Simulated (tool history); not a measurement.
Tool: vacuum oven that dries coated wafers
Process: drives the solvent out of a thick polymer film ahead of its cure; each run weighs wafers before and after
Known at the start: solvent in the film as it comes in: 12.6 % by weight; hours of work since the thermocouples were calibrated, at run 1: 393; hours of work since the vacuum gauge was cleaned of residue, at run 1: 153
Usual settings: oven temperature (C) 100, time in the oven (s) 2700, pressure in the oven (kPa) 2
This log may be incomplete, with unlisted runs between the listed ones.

| run | hour | oven temperature (C) | time in the oven (s) | pressure in the oven (kPa) | hours of work since the thermocouples were calibrated | hours of work since the vacuum gauge was cleaned of residue | solvent left in the film (%) |
|---|---|---|---|---|---|---|---|
| 1 | 0 | 100 | 2700 | 2 | 393 | 153 | 2 |
| 2 | 8.4 | 100 | 2700 | 2 | 398 | 158 | 2.01 |
| 3 | 20.4 | 100 | 2700 | 2 | 406 | 166 | 1.97 |
| 4 | 31.7 | 100 | 2700 | 2 | 414 | 173 | 2.02 |
| 5 | 37.8 | 100 | 2700 | 2 | 417 | 177 | 2.01 |
| 6 | 51.4 | 100 | 2700 | 2 | 426 | 186 | 2.03 |
| 7 | 60 | 100 | 2700 | 5.4 | 432 | 192 | 4.12 |
| 8 | 73.7 | 100 | 2700 | 5.4 | 441 | 201 | 4.11 |
| 9 | 80.9 | 103 | 1800 | 3.05 | 445 | 205 | 2.82 |
| 10 | 94.5 | 103 | 1800 | 3.05 | 454 | 214 | 2.85 |
| 11 | 104.3 | 103 | 1800 | 3.05 | 460 | 220 | 2.89 |
| 12 | 116.6 | 105 | 4380 | 1.09 | 468 | 228 | 0.7 |
| 13 | 124.3 | 105 | 4380 | 1.09 | 473 | 233 | 0.71 |

Alternative continuations, all from the tool just after run 13; predict every row:
| A | 131.6 | 105 | 2160 | 5.5 | 478 | 238 | ? |
| B | 131.6 | 105 | 1860 | 1.09 | 478 | 238 | ? |
| C | 131.6 | 105 | 4380 | 2.65 | 478 | 238 | ? |
| D | 131.6 | 115 | 2100 | 2 | 478 | 238 | ? |
| E | 131.6 | 100 | 2700 | 1.83 | 478 | 238 | ? |

| run | solvent left in the film (%) |
|---|---|
| A | 3.52 |
| B | 1.45 |
| C | 1.58 |
| D | 0.86 |
| E | 1.9 |
The same runs, with their run-to-run variation unchanged, on a tool lacking any hidden condition would have given:
| run | solvent left in the film (%) |
|---|---|
| A | 3.32 |
| B | 1.27 |
| C | 1.47 |
| D | 0.78 |
| E | 1.7 |
